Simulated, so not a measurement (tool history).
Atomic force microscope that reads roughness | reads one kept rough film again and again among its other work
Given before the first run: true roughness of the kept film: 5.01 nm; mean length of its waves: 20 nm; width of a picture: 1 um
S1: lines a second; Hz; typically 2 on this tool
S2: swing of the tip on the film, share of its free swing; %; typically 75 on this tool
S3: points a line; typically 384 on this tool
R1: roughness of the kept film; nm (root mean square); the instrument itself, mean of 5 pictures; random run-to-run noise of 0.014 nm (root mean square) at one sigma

run	hour	S1	S2	S3	R1
1	0	2	75	384	3.37
2	49.4	2	75	384	2.858
3	117.3	2	75	384	2.38
4	154	2	75	384	2.17
# hour 186: new tip fitted
5	204.7	2	75	384	3.247
6	254.2	3.66	75	384	2.502
7	287.4	3.66	75	384	2.271
8	360.3	3.66	75	384	1.888
# hour 379.9: new tip fitted
9	396.6	3.66	75	384	2.9
10	449.9	2	75	877	2.766
11	480.7	2	75	877	2.525
12	549.4	2	75	877	2.135
# hour 576: new tip fitted
13	590.5	2	75	877	3.315
14	629.8	2	75	832	2.922
15	678.1	2	75	832	2.519
16	735.9	2	75	832	2.183
# hour 773.9: new tip fitted
17	806	2	75	832	3.14
18	863.6	2	62	832	2.825
19	899.5	2	62	832	2.546
20	955.5	2	62	832	2.242
# hour 968.7: new tip fitted
# hour 975.5: height scale calibrated on a step standard
21	1007.2	2	66	899	3.201
22	1041.8	0.55	65	899	3.031
23	1096.6	1.82	86	900	2.161
24	1135.5	1.82	86	900	1.981
# hour 1164: new tip fitted
25	1177.6	0.58	86	598	3.477
26	1241.6	0.82	69	358	2.953
27	1293	3.41	83	358	1.972
28	1322.4	1.99	75	358	2.189
# hour 1358: new tip fitted
29	1378.6	1.99	82	358	3.047
30	1408.8	1.99	82	358	2.767
31	1464.2	1.18	56	384	2.818
32	1526.1	2	86	1023	1.997
# hour 1554.2: new tip fitted
33	1570.1	2	59	319	3.489
34	1607	2	59	319	3.103
35	1675.2	0.64	56	268	2.681
36	1735.6	0.62	56	580	2.365
# hour 1748.7: new tip fitted
37	1792.2	2	85	294	2.726
38	1865.4	2	85	294	2.199
39	1930.1	2	75	259	2.028
# hour 1942.9: new tip fitted
40	1974.2	2	75	259	3.06

What if the next run were any one of these 3? Each begins from the tool's condition after run 40:
A	2012.9	2	75	876	?
B	2012.9	1.31	70	750	?
C	2012.9	2	70	386	?

run	R1
A	2.78
B	2.987
C	2.854
The same runs, with their run-to-run variation unchanged, on a tool lacking any hidden condition would have given:
run	R1
A	3.469
B	3.726
C	3.561
